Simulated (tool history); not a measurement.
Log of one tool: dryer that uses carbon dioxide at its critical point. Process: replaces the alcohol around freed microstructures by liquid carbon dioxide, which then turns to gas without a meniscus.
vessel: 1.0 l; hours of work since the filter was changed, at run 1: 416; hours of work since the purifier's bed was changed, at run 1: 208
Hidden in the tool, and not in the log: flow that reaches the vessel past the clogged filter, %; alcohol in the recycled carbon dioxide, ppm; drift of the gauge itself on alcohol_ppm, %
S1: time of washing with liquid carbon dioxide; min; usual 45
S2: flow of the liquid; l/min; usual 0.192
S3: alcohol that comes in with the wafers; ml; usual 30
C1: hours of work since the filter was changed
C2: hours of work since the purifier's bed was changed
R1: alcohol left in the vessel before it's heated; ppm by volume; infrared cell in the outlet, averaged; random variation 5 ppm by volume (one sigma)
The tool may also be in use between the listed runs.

| run | hour | S1 | S2 | S3 | C1 | C2 | R1 |
|---|---|---|---|---|---|---|---|
| 1 | 0 | 45 | 0.192 | 30 | 416 | 208 | 67 |
| 2 | 13.2 | 48 | 0.192 | 30 | 420 | 212 | 39 |
| 3 | 26.5 | 48 | 0.192 | 30 | 424 | 216 | 46 |
| 4 | 50.6 | 45 | 0.192 | 30 | 432 | 224 | 60 |
| 5 | 61.1 | 45 | 0.192 | 30 | 436 | 227 | 62 |
| 6 | 83.2 | 45 | 0.192 | 30 | 443 | 234 | 62 |
| 7 | 100.1 | 45 | 0.192 | 30 | 448 | 240 | 65 |
| 8 | 110.4 | 45 | 0.192 | 30 | 451 | 243 | 74 |
| 9 | 129.6 | 45 | 0.139 | 30 | 458 | 249 | 239 |
| 10 | 141.3 | 45 | 0.192 | 20 | 461 | 253 | 55 |
| 11 | 155.5 | 45 | 0.192 | 21 | 466 | 258 | 55 |
| 12 | 179.1 | 45 | 0.192 | 30 | 473 | 265 | 73 |
| 13 | 201.1 | 45 | 0.192 | 30 | 481 | 272 | 72 |
| 14 | 219 | 45 | 0.192 | 30 | 486 | 278 | 68 |
| 15 | 229.8 | 45 | 0.192 | 30 | 490 | 282 | 67 |
|  | 237.3 | inlet filter changed |
| 16 | 249.6 | 45 | 0.192 | 26 | 4 | 288 | 61 |
| 17 | 263.5 | 45 | 0.126 | 94 | 8 | 292 | 798 |
| 18 | 277 | 45 | 0.126 | 94 | 13 | 296 | 818 |
| 19 | 300.6 | 45 | 0.126 | 94 | 20 | 304 | 843 |
| 20 | 318.1 | 42 | 0.192 | 36 | 26 | 310 | 80 |
| 21 | 337.4 | 42 | 0.192 | 36 | 32 | 316 | 71 |
| 22 | 357 | 42 | 0.192 | 36 | 38 | 322 | 88 |
| 23 | 380.2 | 28 | 0.225 | 107 | 46 | 330 | 492 |
| 24 | 395.2 | 53 | 0.192 | 39 | 51 | 334 | 50 |
| 25 | 407.3 | 35 | 0.192 | 62 | 55 | 338 | 236 |

Forecast each of these 3 alternatives for the next run:
| A | 425 | 45 | 0.133 | 82 | 60 | 344 | ? |
| B | 425 | 52 | 0.192 | 61 | 60 | 344 | ? |
| C | 425 | 41 | 0.199 | 94 | 60 | 344 | ? |

| run | R1 |
|---|---|
| A | 579 |
| B | 69 |
| C | 144 |
Without the tool's hidden state the same runs would have given:
| run | R1 |
|---|---|
| A | 497 |
| B | 20 |
| C | 88 |
